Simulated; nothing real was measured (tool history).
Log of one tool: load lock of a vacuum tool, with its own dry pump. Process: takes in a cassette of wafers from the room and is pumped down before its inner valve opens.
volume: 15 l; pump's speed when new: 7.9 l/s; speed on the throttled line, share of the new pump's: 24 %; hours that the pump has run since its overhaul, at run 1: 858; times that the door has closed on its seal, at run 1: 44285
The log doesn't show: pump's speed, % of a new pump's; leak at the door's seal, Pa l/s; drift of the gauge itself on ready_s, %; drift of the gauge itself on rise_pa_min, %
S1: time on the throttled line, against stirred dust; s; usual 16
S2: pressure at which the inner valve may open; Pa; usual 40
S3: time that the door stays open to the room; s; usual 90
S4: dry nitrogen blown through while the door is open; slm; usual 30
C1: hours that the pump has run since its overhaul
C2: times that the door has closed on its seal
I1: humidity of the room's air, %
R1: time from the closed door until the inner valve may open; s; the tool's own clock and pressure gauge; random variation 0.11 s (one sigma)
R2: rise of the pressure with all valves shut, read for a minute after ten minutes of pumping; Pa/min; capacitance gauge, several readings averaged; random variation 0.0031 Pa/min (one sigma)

Run 1, hour 0.0: usual settings; C1 858; C2 44285; I1 40.8. Result: R1 27.1 s, R2 0.132 Pa/min.
Run 2, hour 425.8: usual settings but S2 70 Pa; C1 1284; C2 45640; I1 46.5. Result: R1 26.0 s, R2 0.139 Pa/min.
Run 3, hour 737.8: usual settings but S2 70 Pa; C1 1596; C2 46632; I1 46.2. Result: R1 25.9 s, R2 0.150 Pa/min.
Run 4, hour 1080.1: usual settings but S2 70 Pa; C1 1938; C2 47721; I1 47.6. Result: R1 26.1 s, R2 0.156 Pa/min.
Run 5, hour 1403.5: usual settings but S1 23 s; C1 2261; C2 48750; I1 42.3. Result: R1 32.3 s, R2 0.148 Pa/min.
Run 6, hour 1616.5: usual settings but S1 23 s; C1 2474; C2 49427; I1 44.2. Result: R1 32.3 s, R2 0.160 Pa/min.
Run 7, hour 1827.9: usual settings but S1 23 s; C1 2686; C2 50100; I1 46.5. Result: R1 32.4 s, R2 0.148 Pa/min.
Run 8, hour 2184.9: usual settings; C1 3043; C2 51235; I1 45.5. Result: R1 27.1 s, R2 0.160 Pa/min.
Run 9, hour 2433.0: usual settings but S2 45 Pa; C1 3291; C2 52024; I1 42.7. Result: R1 27.0 s, R2 0.155 Pa/min.
Run 10, hour 2789.6: usual settings but S2 51 Pa; C1 3647; C2 53158; I1 44.9. Result: R1 26.6 s, R2 0.160 Pa/min.
Run 11, hour 3116.4: usual settings but S2 51 Pa; C1 3974; C2 54198; I1 47.5. Result: R1 26.5 s, R2 0.167 Pa/min.
Run 12, hour 3306.0: usual settings but S2 51 Pa; C1 4164; C2 54801; I1 44.2. Result: R1 26.8 s, R2 0.169 Pa/min.
Run 13, hour 3499.1: usual settings but S2 51 Pa; C1 4357; C2 55415; I1 45.2. Result: R1 26.7 s, R2 0.163 Pa/min.
Run 14, hour 3688.5: usual settings but S2 45 Pa; C1 4546; C2 56017; I1 48.5. Result: R1 26.9 s, R2 0.176 Pa/min.
Run 15, hour 3940.5: usual settings but S2 45 Pa; C1 4798; C2 56819; I1 44.5. Result: R1 27.1 s, R2 0.177 Pa/min.
Run 16, hour 4190.8: usual settings but S2 31 Pa; C1 5049; C2 57615; I1 44.9. Result: R1 27.9 s, R2 0.172 Pa/min.
Run 17, hour 4634.2: usual settings but S2 31 Pa; C1 5492; C2 59025; I1 48.6. Result: R1 27.9 s, R2 0.187 Pa/min.
Run 18, hour 4823.4: usual settings but S2 31 Pa; C1 5681; C2 59627; I1 44.5. Result: R1 27.7 s, R2 0.181 Pa/min.
Run 19, hour 5242.2: usual settings but S3 107 s; C1 6100; C2 60959; I1 46.5. Result: R1 27.3 s, R2 0.197 Pa/min.
Run 20, hour 5434.7: usual settings but S3 107 s; C1 6293; C2 61572; I1 45.8. Result: R1 27.3 s, R2 0.192 Pa/min.
Run 21, hour 5827.0: usual settings but S3 107 s; C1 6685; C2 62820; I1 40.9. Result: R1 27.2 s, R2 0.199 Pa/min.
Run 22, hour 6075.3: usual settings but S1 15 s, S4 22 slm; C1 6933; C2 63609; I1 45.3. Result: R1 26.7 s, R2 0.212 Pa/min.
Run 23, hour 6463.8: usual settings but S1 15 s, S4 9 slm; C1 7322; C2 64845; I1 45.0. Result: R1 26.4 s, R2 0.236 Pa/min.
Run 24, hour 6643.3: usual settings but S1 24 s, S3 60 s, S4 9 slm; C1 7501; C2 65416; I1 41.8. Result: R1 33.3 s, R2 0.210 Pa/min.
Run 25, hour 6985.5: usual settings but S1 24 s, S2 55 Pa, S3 87 s, S4 8 slm; C1 7843; C2 66504; I1 42.0. Result: R1 32.8 s, R2 0.230 Pa/min.
Run 26, hour 7357.4: usual settings but S1 24 s, S2 55 Pa, S3 87 s, S4 8 slm; C1 8215; C2 67687; I1 42.0. Result: R1 33.0 s, R2 0.234 Pa/min.
Run 27, hour 7572.6: usual settings but S1 24 s, S2 55 Pa, S3 87 s, S4 8 slm; C1 8430; C2 68372; I1 47.3. Result: R1 32.6 s, R2 0.246 Pa/min.
Run 28, hour 7829.7: usual settings but S2 47 Pa, S4 17 slm; C1 8688; C2 69190; I1 52.8. Result: R1 27.2 s, R2 0.241 Pa/min.
Run 29, hour 8050.5: usual settings but S1 10 s, S2 29 Pa, S3 117 s, S4 7 slm; C1 8908; C2 69892; I1 42.6. Result: R1 23.8 s, R2 0.259 Pa/min.
Run 30, hour 8281.3: usual settings but S3 168 s, S4 6 slm; C1 9139; C2 70626; I1 46.4. Result: R1 27.4 s, R2 0.308 Pa/min.
Run 31, hour 8609.9: usual settings but S2 37 Pa, S4 14 slm; C1 9468; C2 71671; I1 44.0. Result: R1 27.6 s, R2 0.245 Pa/min.
Run 32, hour 8954.9: usual settings but S1 14 s, S2 37 Pa, S3 28 s, S4 25 slm; C1 9813; C2 72768; I1 45.5. Result: R1 26.2 s, R2 0.208 Pa/min.
Run 33, hour 9249.0: usual settings but S2 38 Pa, S3 71 s; C1 10107; C2 73704; I1 46.2. Result: R1 27.8 s, R2 0.228 Pa/min.
Run 34, hour 9559.2: usual settings but S2 38 Pa, S3 71 s, S4 9 slm; C1 10417; C2 74691; I1 44.6. Result: R1 27.7 s, R2 0.247 Pa/min.
At hour 9663.4: door's seal changed, seat wiped.
Run 35, hour 9954.1: usual settings but S1 13 s, S2 38 Pa, S3 38 s, S4 9 slm; C1 10810; C2 925; I1 46.1. Result: R1 25.6 s, R2 0.053 Pa/min.
Run 36, hour 10225.2: usual settings but S2 30 Pa, S3 120 s; C1 11082; C2 1787; I1 46.0. Result: R1 28.2 s, R2 0.071 Pa/min.
Run 37, hour 10423.7: usual settings but S1 30 s, S2 30 Pa, S3 47 s; C1 11280; C2 2419; I1 44.3. Result: R1 38.7 s, R2 0.043 Pa/min.

Forecast each of these 3 alternatives for the next run:
Run A, hour 10613.0: usual settings but S1 8 s, S2 58 Pa, S3 47 s; C1 11469; C2 3021; I1 45.1. Result: R1 ?, R2 ?.
Run B, hour 10613.0: usual settings but S1 25 s, S2 44 Pa, S3 47 s, S4 9 slm; C1 11469; C2 3021; I1 44.4. Result: R1 ?, R2 ?.
Run C, hour 10613.0: usual settings but S1 17 s, S2 77 Pa, S3 47 s; C1 11469; C2 3021; I1 46.5. Result: R1 ?, R2 ?.

run    R1     R2
  A  21.0  0.048
  B  34.1  0.059
  C  27.1  0.041
Without the tool's hidden state the same runs would have given:
run    R1     R2
  A  20.3  0.047
  B  33.6  0.057
  C  26.5  0.040

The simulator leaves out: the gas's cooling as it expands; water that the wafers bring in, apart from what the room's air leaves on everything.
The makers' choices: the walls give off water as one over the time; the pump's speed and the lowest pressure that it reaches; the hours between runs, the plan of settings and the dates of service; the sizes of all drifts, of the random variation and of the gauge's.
